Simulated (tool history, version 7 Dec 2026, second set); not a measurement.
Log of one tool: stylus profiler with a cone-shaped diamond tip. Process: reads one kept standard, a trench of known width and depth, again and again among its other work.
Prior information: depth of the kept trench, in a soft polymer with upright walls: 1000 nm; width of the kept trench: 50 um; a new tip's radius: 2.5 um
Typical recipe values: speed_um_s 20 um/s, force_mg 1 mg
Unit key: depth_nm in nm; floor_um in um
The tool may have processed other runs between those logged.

{"run": 1, "hour": 0.0, "speed_um_s": 20, "force_mg": 1, "depth_nm": 1007.69, "floor_um": 45.83}
{"run": 2, "hour": 14.7, "speed_um_s": 17, "force_mg": 1, "depth_nm": 1007.87, "floor_um": 45.89}
{"run": 3, "hour": 26.9, "speed_um_s": 17, "force_mg": 1, "depth_nm": 1007.78, "floor_um": 45.86}
{"run": 4, "hour": 34.9, "speed_um_s": 17, "force_mg": 1, "depth_nm": 1008.05, "floor_um": 45.83}
{"run": 5, "hour": 43.4, "speed_um_s": 17, "force_mg": 1, "depth_nm": 1008.1, "floor_um": 45.87}
{"run": 6, "hour": 59.1, "speed_um_s": 17, "force_mg": 1, "depth_nm": 1007.82, "floor_um": 45.87}
{"run": 7, "hour": 75.6, "speed_um_s": 20, "force_mg": 0.36, "depth_nm": 1003.97, "floor_um": 45.73}
{"run": 8, "hour": 83.1, "speed_um_s": 20, "force_mg": 0.36, "depth_nm": 1003.91, "floor_um": 45.71}
{"run": 9, "hour": 100.6, "speed_um_s": 20, "force_mg": 2.45, "depth_nm": 1014.37, "floor_um": 45.88}
{"run": 10, "hour": 110.8, "speed_um_s": 20, "force_mg": 2.93, "depth_nm": 1016.61, "floor_um": 45.86}
{"run": 11, "hour": 126.5, "speed_um_s": 20, "force_mg": 0.62, "depth_nm": 1005.45, "floor_um": 45.79}
{"run": 12, "hour": 136.1, "speed_um_s": 37, "force_mg": 2.09, "depth_nm": 1013.08, "floor_um": 45.76}
{"run": 13, "hour": 145.9, "speed_um_s": 37, "force_mg": 2.09, "depth_nm": 1012.95, "floor_um": 45.79}
{"run": 14, "hour": 154.1, "speed_um_s": 9, "force_mg": 1.14, "depth_nm": 1008.5, "floor_um": 45.87}
{"run": 15, "hour": 162.9, "speed_um_s": 73, "force_mg": 0.95, "depth_nm": 1007.67, "floor_um": 45.4}
{"run": 16, "hour": 174.3, "speed_um_s": 11, "force_mg": 0.92, "depth_nm": 1007.22, "floor_um": 45.89}
{"run": 17, "hour": 186.8, "speed_um_s": 20, "force_mg": 2.47, "depth_nm": 1014.86, "floor_um": 45.85}
{"run": 18, "hour": 202.1, "speed_um_s": 34, "force_mg": 0.99, "depth_nm": 1007.49, "floor_um": 45.69}
{"run": 19, "hour": 219.3, "speed_um_s": 34, "force_mg": 1.08, "depth_nm": 1008.32, "floor_um": 45.69}
{"run": 20, "hour": 235.1, "speed_um_s": 34, "force_mg": 1.08, "depth_nm": 1007.93, "floor_um": 45.78}

Predict each of these 5 candidate next runs independently; none follows another, all start after run 20:
{"run": "A", "hour": 242.4, "speed_um_s": 9, "force_mg": 0.73, "depth_nm": "?", "floor_um": "?"}
{"run": "B", "hour": 242.4, "speed_um_s": 20, "force_mg": 0.77, "depth_nm": "?", "floor_um": "?"}
{"run": "C", "hour": 242.4, "speed_um_s": 42, "force_mg": 0.85, "depth_nm": "?", "floor_um": "?"}
{"run": "D", "hour": 242.4, "speed_um_s": 23, "force_mg": 0.4, "depth_nm": "?", "floor_um": "?"}
{"run": "E", "hour": 242.4, "speed_um_s": 64, "force_mg": 1, "depth_nm": "?", "floor_um": "?"}

run=A depth_nm=1006.18 floor_um=45.92
run=B depth_nm=1006.74 floor_um=45.77
run=C depth_nm=1006.85 floor_um=45.54
run=D depth_nm=1004.2 floor_um=45.68
run=E depth_nm=1007.93 floor_um=45.46
With no hidden state in the tool, these same runs would have given:
run=A depth_nm=1006.19 floor_um=45.93
run=B depth_nm=1006.75 floor_um=45.78
run=C depth_nm=1006.86 floor_um=45.54
run=D depth_nm=1004.21 floor_um=45.69
run=E depth_nm=1007.94 floor_um=45.47
